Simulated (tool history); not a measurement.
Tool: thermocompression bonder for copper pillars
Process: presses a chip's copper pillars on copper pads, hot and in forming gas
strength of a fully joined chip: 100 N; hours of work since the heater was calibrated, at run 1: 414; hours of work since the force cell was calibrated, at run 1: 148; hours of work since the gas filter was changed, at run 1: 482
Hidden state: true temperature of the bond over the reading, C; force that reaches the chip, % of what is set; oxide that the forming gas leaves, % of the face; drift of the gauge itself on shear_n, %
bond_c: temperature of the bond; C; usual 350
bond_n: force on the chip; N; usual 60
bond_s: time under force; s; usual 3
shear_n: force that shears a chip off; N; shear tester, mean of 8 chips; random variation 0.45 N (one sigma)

run,hour,bond_c,bond_n,bond_s,hours of work since the heater was calibrated,hours of work since the force cell was calibrated,hours of work since the gas filter was changed,shear_n
1,0.0,350,60,3,414,148,482,65.0
# hour 9.9: forming gas filter changed
2,12.2,350,60,3,423,157,2,70.5
3,23.9,323,60,3,431,166,10,60.3
4,32.8,323,60,3,438,172,17,60.2
5,42.5,323,60,3,445,179,24,60.9
6,49.1,323,60,3,450,184,29,59.9
7,59.8,323,60,3,458,192,37,60.0
8,64.8,350,60,3,462,196,41,69.6
9,75.7,350,60,7,470,204,49,82.6
10,85.3,350,60,7,477,211,56,84.0
11,96.9,350,60,7,486,220,65,82.9
12,107.5,350,60,4,494,228,73,74.9
13,118.6,350,60,4,502,236,81,74.1
14,128.3,350,60,4,509,243,88,73.8
15,134.1,350,60,3,513,248,93,69.2
16,146.1,350,60,3,522,257,101,68.9
17,155.2,350,60,3,529,263,108,68.9
18,165.9,350,60,3,537,271,116,68.3
19,170.8,339,60,3,541,275,120,64.7
20,182.4,339,60,3,549,284,129,64.7
21,188.1,339,55,3,554,288,133,60.9
22,198.3,339,55,3,561,296,140,60.4
# hour 200.9: heater calibrated with a thermocouple chip
23,208.8,328,66,6,6,302,147,75.0
24,214.7,328,73,2,10,306,151,61.2
25,226.1,351,37,2,19,315,160,39.7
# hour 233.4: heater calibrated with a thermocouple chip, once more
26,238.2,336,89,4,4,322,167,85.3
27,245.0,349,60,3,9,327,172,69.2
28,254.5,363,71,5,16,334,179,85.9
29,260.9,328,71,5,20,339,184,77.3
30,270.1,333,50,2,27,346,191,48.3
31,280.3,350,81,3,35,354,198,81.1
32,287.8,368,60,3,41,359,204,74.4
33,299.9,350,60,2,50,368,213,61.4
34,306.5,350,60,2,54,373,218,61.7
35,313.7,350,42,2,60,379,223,47.0
36,319.7,345,85,2,64,383,228,74.4
37,330.6,345,85,2,72,391,236,74.4
38,340.5,345,85,2,80,399,243,74.1
39,347.7,329,42,3,85,404,249,46.1
40,359.3,350,60,2,94,413,257,60.9
41,366.7,324,60,3,99,418,263,59.0

Forecast each of these 3 alternatives for the next run:
A,371.9,345,82,4,103,422,267,?
B,371.9,350,58,3,103,422,267,?
C,371.9,352,45,2,103,422,267,?

run,shear_n
A,82.8
B,66.9
C,49.5
Without the tool's hidden state the same runs would have given:
run,shear_n
A,86.6
B,69.7
C,51.5
